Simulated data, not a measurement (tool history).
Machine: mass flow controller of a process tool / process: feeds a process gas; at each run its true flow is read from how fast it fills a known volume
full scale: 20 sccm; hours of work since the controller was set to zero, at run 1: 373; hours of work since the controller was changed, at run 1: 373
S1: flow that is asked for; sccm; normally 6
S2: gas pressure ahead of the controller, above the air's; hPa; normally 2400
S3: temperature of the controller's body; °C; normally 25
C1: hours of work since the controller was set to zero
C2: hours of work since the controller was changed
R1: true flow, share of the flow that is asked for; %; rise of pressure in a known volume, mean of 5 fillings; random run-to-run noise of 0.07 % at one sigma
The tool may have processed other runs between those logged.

run 1 hour=0.0 | S1=6 S2=2400 S3=25 | C1=373 C2=373 | R1=98.03
run 2 hour=116.6 | S1=6 S2=2400 S3=25 | C1=462 C2=462 | R1=97.99
run 3 hour=329.0 | S1=6 S2=2400 S3=25 | C1=624 C2=624 | R1=98.06
run 4 hour=480.0 | S1=6 S2=2400 S3=25 | C1=740 C2=740 | R1=98.10
run 5 hour=735.0 | S1=6 S2=2400 S3=25 | C1=934 C2=934 | R1=98.04
run 6 hour=940.7 | S1=6 S2=2400 S3=25 | C1=1091 C2=1091 | R1=98.08
run 7 hour=1181.3 | S1=6 S2=2400 S3=25 | C1=1275 C2=1275 | R1=98.27
run 8 hour=1385.0 | S1=6 S2=2400 S3=25 | C1=1431 C2=1431 | R1=98.29
run 9 hour=1611.1 | S1=6 S2=2400 S3=25 | C1=1603 C2=1603 | R1=98.16
run 10 hour=1829.7 | S1=6 S2=2400 S3=25 | C1=1770 C2=1770 | R1=98.30
run 11 hour=2023.5 | S1=18 S2=2400 S3=25 | C1=1918 C2=1918 | R1=99.74
run 12 hour=2178.8 | S1=18 S2=2400 S3=25 | C1=2037 C2=2037 | R1=99.68
run 13 hour=2420.8 | S1=18 S2=2400 S3=25 | C1=2222 C2=2222 | R1=99.60
run 14 hour=2549.4 | S1=18 S2=2400 S3=25 | C1=2320 C2=2320 | R1=99.61
run 15 hour=2685.2 | S1=18 S2=2400 S3=25 | C1=2424 C2=2424 | R1=99.54
run 16 hour=2842.2 | S1=18 S2=2400 S3=25 | C1=2544 C2=2544 | R1=99.68
run 17 hour=3090.1 | S1=6 S2=2400 S3=25 | C1=2733 C2=2733 | R1=98.54
run 18 hour=3344.2 | S1=6 S2=2400 S3=25 | C1=2927 C2=2927 | R1=98.50
run 19 hour=3507.3 | S1=10 S2=2400 S3=25 | C1=3051 C2=3051 | R1=98.58
run 20 hour=3632.7 | S1=6 S2=2310 S3=25 | C1=3147 C2=3147 | R1=98.59
run 21 hour=3817.0 | S1=6 S2=2400 S3=25 | C1=3288 C2=3288 | R1=98.68
run 22 hour=4004.1 | S1=6 S2=2400 S3=25 | C1=3431 C2=3431 | R1=98.52
run 23 hour=4122.9 | S1=6 S2=2420 S3=25 | C1=3522 C2=3522 | R1=98.53
run 24 hour=4362.1 | S1=6 S2=2420 S3=25 | C1=3704 C2=3704 | R1=98.82
run 25 hour=4513.4 | S1=6 S2=2420 S3=25 | C1=3820 C2=3820 | R1=98.89
run 26 hour=4688.8 | S1=3 S2=1400 S3=22 | C1=3954 C2=3954 | R1=100.08
run 27 hour=4812.5 | S1=3 S2=1400 S3=22 | C1=4048 C2=4048 | R1=100.15
run 28 hour=4951.4 | S1=6 S2=1870 S3=23 | C1=4154 C2=4154 | R1=98.88
run 29 hour=5070.3 | S1=12 S2=1800 S3=32 | C1=4245 C2=4245 | R1=97.62
run 30 hour=5326.9 | S1=8 S2=1640 S3=22 | C1=4441 C2=4441 | R1=98.63
run 31 hour=5565.4 | S1=8 S2=1640 S3=22 | C1=4623 C2=4623 | R1=98.53
run 32 hour=5818.4 | S1=8 S2=1640 S3=22 | C1=4816 C2=4816 | R1=98.68
run 33 hour=5998.0 | S1=8 S2=1640 S3=22 | C1=4954 C2=4954 | R1=98.81
run 34 hour=6255.0 | S1=2 S2=1640 S3=21 | C1=5150 C2=5150 | R1=103.80
run 35 hour=6493.4 | S1=17 S2=2510 S3=32 | C1=5332 C2=5332 | R1=98.45
run 36 hour=6669.0 | S1=15 S2=2190 S3=28 | C1=5466 C2=5466 | R1=98.49
run 37 hour=6816.8 | S1=6 S2=1630 S3=32 | C1=5579 C2=5579 | R1=98.12
run 38 hour=7023.0 | S1=3 S2=1640 S3=27 | C1=5736 C2=5736 | R1=101.21
run 39 hour=7255.2 | S1=3 S2=1640 S3=32 | C1=5914 C2=5914 | R1=100.78
run 40 hour=7369.2 | S1=3 S2=2410 S3=36 | C1=6001 C2=6001 | R1=100.71
-- hour=7568.0 controller's zero set anew
run 41 hour=7619.4 | S1=5 S2=2400 S3=25 | C1=39 C2=6191 | R1=96.08
run 42 hour=7774.0 | S1=5 S2=1960 S3=30 | C1=157 C2=6309 | R1=95.31
run 43 hour=8000.0 | S1=5 S2=1960 S3=30 | C1=330 C2=6482 | R1=95.49
run 44 hour=8180.2 | S1=6 S2=2400 S3=21 | C1=467 C2=6620 | R1=96.68
run 45 hour=8420.2 | S1=6 S2=2400 S3=21 | C1=651 C2=6803 | R1=96.87
run 46 hour=8575.4 | S1=6 S2=2400 S3=21 | C1=769 C2=6921 | R1=96.83
run 47 hour=8739.2 | S1=16 S2=2400 S3=21 | C1=894 C2=7047 | R1=98.23
run 48 hour=8854.9 | S1=16 S2=2400 S3=21 | C1=983 C2=7135 | R1=98.18
run 49 hour=9058.5 | S1=4 S2=1540 S3=38 | C1=1138 C2=7290 | R1=94.80

3 options for the next run, each taken on its own from the tool as it stands now. Forecast them:
run A hour=9207.0 | S1=6 S2=2590 S3=28 | C1=1252 C2=7404 | R1=?
run B hour=9207.0 | S1=9 S2=1650 S3=38 | C1=1252 C2=7404 | R1=?
run C hour=9207.0 | S1=4 S2=1770 S3=38 | C1=1252 C2=7404 | R1=?

run=A R1=96.25
run=B R1=95.00
run=C R1=94.81
Take away the tool's hidden state, keep each run's random variation, and the runs would have read:
run=A R1=97.54
run=B R1=96.55
run=C R1=95.69
